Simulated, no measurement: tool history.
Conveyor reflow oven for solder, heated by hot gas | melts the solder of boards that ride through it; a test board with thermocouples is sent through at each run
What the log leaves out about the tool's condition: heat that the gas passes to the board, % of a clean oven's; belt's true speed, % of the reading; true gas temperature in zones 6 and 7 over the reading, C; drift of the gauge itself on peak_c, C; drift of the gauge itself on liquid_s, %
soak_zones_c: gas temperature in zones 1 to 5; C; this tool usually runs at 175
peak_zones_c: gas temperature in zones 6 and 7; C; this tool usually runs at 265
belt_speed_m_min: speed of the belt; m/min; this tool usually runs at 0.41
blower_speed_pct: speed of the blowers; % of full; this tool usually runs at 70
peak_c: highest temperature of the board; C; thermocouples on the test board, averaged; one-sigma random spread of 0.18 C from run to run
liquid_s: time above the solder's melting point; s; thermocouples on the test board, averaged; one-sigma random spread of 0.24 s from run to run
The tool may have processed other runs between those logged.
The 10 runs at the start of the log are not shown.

run	hour	soak_zones_c	peak_zones_c	belt_speed_m_min	blower_speed_pct	hours of work since the flux was cleaned out	hours of work since the belt drive was overhauled	hours of work since the thermocouples were changed	peak_c	liquid_s
11	252.6	175	265	0.41	70	259	752	931	249.7	64.7
12	268.6	175	265	0.41	70	269	762	941	249.8	64.3
13	292.6	175	265	0.389	70	283	777	955	251.1	69.4
# hour 309.9: thermocouples of zones 6 and 7 changed
14	325.6	175	265	0.389	70	302	796	10	249.7	68.4
15	361.1	175	265	0.389	70	324	817	31	249.5	68.6
16	377.8	175	265	0.389	70	334	827	42	249.5	68.2
17	402.6	175	265	0.389	70	349	843	57	249.8	68.5
18	424.1	175	277	0.369	87	363	856	70	264.6	84.9
19	453.6	175	277	0.369	87	381	874	88	263.9	84
# hour 484.8: flux residue cleaned out of gas plates and filters
20	485.3	166	265	0.41	70	0	890	104	249.3	60.6
21	519.7	166	265	0.41	70	21	911	125	248.7	60.7
22	552.6	166	265	0.41	70	42	931	146	248.6	60.4
23	588	172	254	0.412	69	63	953	167	239.5	52.7
24	615.5	172	265	0.41	70	80	970	184	249.8	63.5
25	637.2	162	265	0.41	86	93	983	197	250.7	61.9
26	654.9	171	279	0.41	53	104	994	208	257	68.4
27	676.7	171	279	0.41	53	118	1007	222	257.2	68
28	698.8	185	279	0.353	53	131	1021	235	264.8	93.6
29	726.5	185	279	0.353	53	148	1038	252	264.9	94
30	742.1	185	279	0.353	53	158	1048	262	264.7	93.6
31	773	185	279	0.353	53	176	1066	281	265	93.5

Branching from run 31: 3 alternative next runs. What would each branch give?
A	791.2	185	279	0.353	60	188	1078	292	?	?
B	791.2	185	279	0.433	71	188	1078	292	?	?
C	791.2	185	279	0.375	60	188	1078	292	?	?

run	peak_c	liquid_s
A	266.1	94.5
B	261.9	73.8
C	264.2	87.5
Take away the tool's hidden state, keep each run's random variation, and the runs would have read:
run	peak_c	liquid_s
A	266.4	93.1
B	262.5	72.9
C	264.6	86.2

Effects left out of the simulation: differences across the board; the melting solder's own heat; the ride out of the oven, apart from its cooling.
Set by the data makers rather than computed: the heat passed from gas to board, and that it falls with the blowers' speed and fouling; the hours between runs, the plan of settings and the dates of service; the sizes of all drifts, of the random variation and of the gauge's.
